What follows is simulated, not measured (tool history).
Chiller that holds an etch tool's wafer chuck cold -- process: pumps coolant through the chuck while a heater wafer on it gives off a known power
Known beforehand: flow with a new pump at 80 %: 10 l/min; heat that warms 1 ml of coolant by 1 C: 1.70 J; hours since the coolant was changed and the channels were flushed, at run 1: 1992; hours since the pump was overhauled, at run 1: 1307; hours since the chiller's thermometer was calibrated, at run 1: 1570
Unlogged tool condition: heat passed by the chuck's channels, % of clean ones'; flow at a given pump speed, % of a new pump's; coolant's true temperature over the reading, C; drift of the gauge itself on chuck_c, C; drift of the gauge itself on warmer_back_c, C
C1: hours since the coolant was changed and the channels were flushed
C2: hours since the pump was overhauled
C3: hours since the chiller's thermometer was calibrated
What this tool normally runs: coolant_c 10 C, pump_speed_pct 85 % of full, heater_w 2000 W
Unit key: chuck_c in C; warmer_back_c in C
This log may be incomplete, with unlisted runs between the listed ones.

run 1 hour=0.0 | coolant_c=10 pump_speed_pct=85 heater_w=2000 | C1=1992 C2=1307 C3=1570 | chuck_c=23.3 warmer_back_c=6.75
run 2 hour=38.5 | coolant_c=10 pump_speed_pct=85 heater_w=2000 | C1=2031 C2=1345 C3=1609 | chuck_c=23.2 warmer_back_c=6.71
run 3 hour=63.0 | coolant_c=10 pump_speed_pct=85 heater_w=2000 | C1=2055 C2=1370 C3=1633 | chuck_c=23.3 warmer_back_c=6.74
run 4 hour=80.7 | coolant_c=10 pump_speed_pct=85 heater_w=2000 | C1=2073 C2=1387 C3=1651 | chuck_c=23.2 warmer_back_c=6.74
run 5 hour=116.4 | coolant_c=10 pump_speed_pct=85 heater_w=2000 | C1=2109 C2=1423 C3=1687 | chuck_c=23.2 warmer_back_c=6.76
run 6 hour=154.2 | coolant_c=10 pump_speed_pct=85 heater_w=2300 | C1=2146 C2=1461 C3=1725 | chuck_c=25.3 warmer_back_c=7.82
run 7 hour=176.0 | coolant_c=10 pump_speed_pct=85 heater_w=2300 | C1=2168 C2=1483 C3=1746 | chuck_c=25.3 warmer_back_c=7.74
-- hour=178.9 chiller's thermometer calibrated
run 8 hour=214.0 | coolant_c=10 pump_speed_pct=85 heater_w=2300 | C1=2205 C2=1520 C3=35 | chuck_c=25.2 warmer_back_c=7.76
run 9 hour=240.8 | coolant_c=10 pump_speed_pct=85 heater_w=2300 | C1=2232 C2=1546 C3=62 | chuck_c=25.3 warmer_back_c=7.85
run 10 hour=277.0 | coolant_c=10 pump_speed_pct=85 heater_w=2300 | C1=2268 C2=1583 C3=98 | chuck_c=25.4 warmer_back_c=7.71
run 11 hour=300.0 | coolant_c=17 pump_speed_pct=85 heater_w=2720 | C1=2291 C2=1606 C3=121 | chuck_c=35.0 warmer_back_c=9.24
run 12 hour=320.3 | coolant_c=17 pump_speed_pct=65 heater_w=1315 | C1=2312 C2=1626 C3=141 | chuck_c=28.3 warmer_back_c=5.93
-- hour=340.7 chiller's thermometer calibrated, once more
run 13 hour=358.1 | coolant_c=17 pump_speed_pct=65 heater_w=1315 | C1=2348 C2=1663 C3=17 | chuck_c=28.6 warmer_back_c=5.99
run 14 hour=384.8 | coolant_c=17 pump_speed_pct=88 heater_w=2274 | C1=2375 C2=1689 C3=44 | chuck_c=31.9 warmer_back_c=7.41
run 15 hour=406.0 | coolant_c=1 pump_speed_pct=85 heater_w=2115 | C1=2396 C2=1711 C3=65 | chuck_c=15.4 warmer_back_c=7.18
run 16 hour=435.8 | coolant_c=1 pump_speed_pct=85 heater_w=2115 | C1=2426 C2=1740 C3=95 | chuck_c=15.1 warmer_back_c=7.19
run 17 hour=471.9 | coolant_c=1 pump_speed_pct=85 heater_w=2115 | C1=2462 C2=1777 C3=131 | chuck_c=15.2 warmer_back_c=7.17
run 18 hour=488.4 | coolant_c=6 pump_speed_pct=64 heater_w=2115 | C1=2479 C2=1793 C3=148 | chuck_c=24.9 warmer_back_c=9.86

A few steps of chuck_c between consecutive runs. Split each: what settings, incoming material and random variation would produce without the hidden state, and what is left over for the hidden state, along with gauge scatter present in only one of the two compared results (measured, and without hidden state):
Run 11 -> 12: pump_speed_pct 85 -> 65, heater_w 2720 -> 1315. chuck_c -6.7 C: hidden state -0.3, all else -6.4.
Run 14 -> 15: coolant_c 17 -> 1, pump_speed_pct 88 -> 85, heater_w 2274 -> 2115. chuck_c -16.5 C: hidden state +0.0, all else -16.5.
